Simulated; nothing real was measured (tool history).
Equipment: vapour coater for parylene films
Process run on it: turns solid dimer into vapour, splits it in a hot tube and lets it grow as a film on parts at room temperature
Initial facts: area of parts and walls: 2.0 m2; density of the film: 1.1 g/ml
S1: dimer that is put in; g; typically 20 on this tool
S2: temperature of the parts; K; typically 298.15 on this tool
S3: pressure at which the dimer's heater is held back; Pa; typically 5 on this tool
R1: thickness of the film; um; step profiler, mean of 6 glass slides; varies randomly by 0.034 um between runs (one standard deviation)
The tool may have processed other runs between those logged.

{"run": 1, "hour": 0.0, "S1": 20, "S2": 298.15, "S3": 5, "R1": 5.1}
{"run": 2, "hour": 56.4, "S1": 20, "S2": 298.15, "S3": 5, "R1": 5.11}
{"run": 3, "hour": 96.5, "S1": 20, "S2": 298.15, "S3": 5, "R1": 5.1}
{"run": 4, "hour": 173.7, "S1": 20, "S2": 298.15, "S3": 5, "R1": 5.1}
{"run": 5, "hour": 209.6, "S1": 20, "S2": 298.15, "S3": 5, "R1": 5.04}
{"run": 6, "hour": 252.2, "S1": 20, "S2": 293.15, "S3": 5, "R1": 5.96}
{"run": 7, "hour": 301.8, "S1": 20, "S2": 295.15, "S3": 5, "R1": 5.56}
{"run": 8, "hour": 334.6, "S1": 20, "S2": 295.15, "S3": 5, "R1": 5.61}
{"run": 9, "hour": 375.6, "S1": 20, "S2": 297.15, "S3": 5, "R1": 5.2}
{"run": 10, "hour": 427.4, "S1": 20, "S2": 298.15, "S3": 5, "R1": 5.07}
{"run": 11, "hour": 482.1, "S1": 8, "S2": 298.15, "S3": 5, "R1": 2.02}
{"run": 12, "hour": 542.2, "S1": 8, "S2": 298.15, "S3": 5, "R1": 2.02}
{"run": 13, "hour": 589.5, "S1": 8, "S2": 298.15, "S3": 5, "R1": 2.05}
{"run": 14, "hour": 642.2, "S1": 8, "S2": 298.15, "S3": 5, "R1": 2.02}
{"run": 15, "hour": 714.6, "S1": 8, "S2": 298.15, "S3": 5, "R1": 2}
{"run": 16, "hour": 784.6, "S1": 32, "S2": 298.15, "S3": 5, "R1": 8.11}
{"run": 17, "hour": 842.9, "S1": 32, "S2": 298.15, "S3": 5, "R1": 8.18}
{"run": 18, "hour": 918.5, "S1": 11, "S2": 303.15, "S3": 4.38, "R1": 2.49}
{"hour": 984.9, "done": "trap's valve overhauled"}
{"run": 19, "hour": 1001.9, "S1": 20, "S2": 304.15, "S3": 11.2, "R1": 3.56}
{"run": 20, "hour": 1070.4, "S1": 29, "S2": 297.15, "S3": 2.83, "R1": 8.59}
{"run": 21, "hour": 1148.7, "S1": 29, "S2": 297.15, "S3": 2.83, "R1": 8.71}
{"run": 22, "hour": 1185.5, "S1": 11, "S2": 303.15, "S3": 11.27, "R1": 2.02}
{"run": 23, "hour": 1226.8, "S1": 11, "S2": 303.15, "S3": 11.27, "R1": 2.03}
{"run": 24, "hour": 1274.3, "S1": 8, "S2": 301.15, "S3": 11.77, "R1": 1.54}
{"run": 25, "hour": 1351.5, "S1": 8, "S2": 301.15, "S3": 11.77, "R1": 1.57}
{"run": 26, "hour": 1408.3, "S1": 28, "S2": 301.15, "S3": 11.77, "R1": 5.4}
{"run": 27, "hour": 1482.2, "S1": 28, "S2": 301.15, "S3": 11.77, "R1": 5.4}
{"run": 28, "hour": 1556.1, "S1": 10, "S2": 310.15, "S3": 8.2, "R1": 1.56}
{"run": 29, "hour": 1597.5, "S1": 28, "S2": 292.15, "S3": 6.21, "R1": 8.2}

Each row is a separate what-if for the run after 29, all from the same tool condition, not one after another. Results?
{"run": "A", "hour": 1638.7, "S1": 20, "S2": 303.15, "S3": 5.68, "R1": "?"}
{"run": "B", "hour": 1638.7, "S1": 28, "S2": 296.15, "S3": 4.56, "R1": "?"}
{"run": "C", "hour": 1638.7, "S1": 28, "S2": 292.15, "S3": 6.21, "R1": "?"}
{"run": "D", "hour": 1638.7, "S1": 28, "S2": 295.15, "S3": 6.21, "R1": "?"}
{"run": "E", "hour": 1638.7, "S1": 19, "S2": 290.15, "S3": 2.22, "R1": "?"}

run=A R1=4.23
run=B R1=7.72
run=C R1=8.14
run=D R1=7.49
run=E R1=7.37
With no hidden state in the tool, these same runs would have given:
run=A R1=4.24
run=B R1=7.73
run=C R1=8.16
run=D R1=7.51
run=E R1=7.39

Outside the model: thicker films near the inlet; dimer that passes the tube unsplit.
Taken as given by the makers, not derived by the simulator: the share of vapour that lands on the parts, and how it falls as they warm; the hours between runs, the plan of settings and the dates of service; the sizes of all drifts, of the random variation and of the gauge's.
